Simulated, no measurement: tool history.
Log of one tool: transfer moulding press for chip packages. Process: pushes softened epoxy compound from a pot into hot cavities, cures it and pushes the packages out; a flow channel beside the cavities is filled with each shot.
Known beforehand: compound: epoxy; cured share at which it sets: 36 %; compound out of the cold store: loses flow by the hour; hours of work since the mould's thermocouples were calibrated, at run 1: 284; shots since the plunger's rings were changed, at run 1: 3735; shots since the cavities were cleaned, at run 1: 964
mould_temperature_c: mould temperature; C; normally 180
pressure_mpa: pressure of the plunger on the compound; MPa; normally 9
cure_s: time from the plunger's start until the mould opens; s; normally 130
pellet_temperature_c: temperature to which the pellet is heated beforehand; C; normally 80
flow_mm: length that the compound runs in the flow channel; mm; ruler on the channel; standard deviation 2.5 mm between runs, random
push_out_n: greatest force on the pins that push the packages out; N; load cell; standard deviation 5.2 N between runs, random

| run | day | mould_temperature_c | pressure_mpa | cure_s | pellet_temperature_c | hours of work since the mould's thermocouples were calibrated | shots since the plunger's rings were changed | shots since the cavities were cleaned | incoming compound's hours out of the cold store | flow_mm | push_out_n |
|---|---|---|---|---|---|---|---|---|---|---|---|
| 1 | 0 | 180 | 9 | 130 | 80 | 284 | 3735 | 964 | 23.6 | 564 | 171 |
|  | 0.346 | cavities cleaned with cleaning compound and waxed |
|  | 1.646 | plunger's sealing rings changed |
| 2 | 3.221 | 180 | 9.97 | 130 | 80 | 333 | 354 | 622 | 33.8 | 577 | 164 |
|  | 5.033 | cavities cleaned with cleaning compound and waxed |
| 3 | 5.188 | 180 | 9.97 | 130 | 80 | 363 | 781 | 34 | 11.1 | 631 | 177 |
| 4 | 7.308 | 180 | 9.97 | 158 | 80 | 397 | 1258 | 511 | 25.5 | 589 | 160 |
|  | 9.667 | cavities cleaned with cleaning compound and waxed |
| 5 | 9.667 | 180 | 9.97 | 158 | 80 | 434 | 1774 | 0 | 35.4 | 566 | 167 |
| 6 | 11.167 | 180 | 9.97 | 158 | 80 | 457 | 2110 | 336 | 36.1 | 564 | 154 |
| 7 | 13.45 | 180 | 9.97 | 158 | 80 | 494 | 2623 | 849 | 47.8 | 540 | 173 |
|  | 14.342 | cavities cleaned with cleaning compound and waxed |
| 8 | 14.792 | 180 | 9.97 | 158 | 80 | 514 | 2911 | 101 | 33.8 | 573 | 165 |
| 9 | 17.862 | 182 | 9 | 130 | 80 | 564 | 3601 | 791 | 14.1 | 587 | 159 |
|  | 19.004 | cavities cleaned with cleaning compound and waxed |
|  | 19.4 | mould's thermocouples calibrated |
|  | 20.1 | plunger's sealing rings changed |
| 10 | 21.238 | 182 | 9 | 130 | 80 | 28 | 256 | 459 | 37.5 | 529 | 164 |
|  | 23.775 | cavities cleaned with cleaning compound and waxed |
| 11 | 23.871 | 180 | 9.93 | 130 | 80 | 69 | 834 | 23 | 38.4 | 558 | 172 |
| 12 | 26.65 | 180 | 8.12 | 130 | 80 | 113 | 1458 | 647 | 34.8 | 512 | 167 |
|  | 28.442 | cavities cleaned with cleaning compound and waxed |
| 13 | 29.833 | 180 | 8.12 | 130 | 80 | 163 | 2159 | 313 | 29.3 | 529 | 175 |
|  | 33.029 | cavities cleaned with cleaning compound and waxed |
| 14 | 33.096 | 180 | 8.12 | 130 | 80 | 214 | 2878 | 15 | 35.5 | 512 | 162 |
| 15 | 35.692 | 178 | 6.87 | 166 | 71 | 256 | 3461 | 598 | 24.4 | 499 | 169 |
|  | 37.796 | cavities cleaned with cleaning compound and waxed |
| 16 | 37.904 | 178 | 6.87 | 166 | 71 | 290 | 3944 | 24 | 40.6 | 464 | 165 |
|  | 38.579 | plunger's sealing rings changed |
| 17 | 40.062 | 175 | 9 | 132 | 80 | 323 | 333 | 485 | 43.4 | 534 | 197 |
| 18 | 42.225 | 180 | 9 | 151 | 80 | 358 | 819 | 971 | 36.9 | 540 | 164 |
|  | 42.5 | cavities cleaned with cleaning compound and waxed |
| 19 | 45.012 | 185 | 7.03 | 159 | 80 | 401 | 1431 | 565 | 43.2 | 448 | 161 |
|  | 47.242 | cavities cleaned with cleaning compound and waxed |
| 20 | 47.754 | 185 | 10.64 | 139 | 81 | 444 | 2033 | 115 | 39.8 | 558 | 158 |
| 21 | 50.35 | 180 | 10.65 | 131 | 81 | 485 | 2616 | 698 | 10 | 654 | 176 |
|  | 51.817 | cavities cleaned with cleaning compound and waxed |
| 22 | 52.954 | 176 | 10.75 | 117 | 86 | 526 | 3188 | 257 | 33.5 | 607 | 212 |
| 23 | 55.533 | 181 | 10.75 | 162 | 81 | 567 | 3767 | 836 | 11.7 | 652 | 157 |
|  | 56.371 | cavities cleaned with cleaning compound and waxed |
|  | 56.904 | mould's thermocouples calibrated |
|  | 57.2 | plunger's sealing rings changed |
| 24 | 57.2 | 181 | 10.62 | 122 | 72 | 3 | 0 | 145 | 12.7 | 641 | 173 |
| 25 | 58.725 | 181 | 10.62 | 122 | 72 | 27 | 342 | 487 | 44.6 | 562 | 169 |
|  | 61.238 | cavities cleaned with cleaning compound and waxed |
| 26 | 61.75 | 179 | 7.94 | 151 | 76 | 75 | 1007 | 114 | 19.2 | 545 | 157 |

3 options for the next run, each taken on its own from the tool as it stands now. Forecast them:
| A | 64.783 | 180 | 9 | 141 | 80 | 123 | 1690 | 797 | 34.1 | ? | ? |
| B | 64.783 | 186 | 9 | 130 | 86 | 123 | 1690 | 797 | 30.8 | ? | ? |
| C | 64.783 | 179 | 7.94 | 161 | 76 | 123 | 1690 | 797 | 14 | ? | ? |

| run | flow_mm | push_out_n |
|---|---|---|
| A | 540 | 171 |
| B | 532 | 163 |
| C | 560 | 170 |
With the hidden condition removed and each run's random variation left untouched, the same runs would have given:
| run | flow_mm | push_out_n |
|---|---|---|
| A | 540 | 167 |
| B | 532 | 159 |
| C | 560 | 166 |
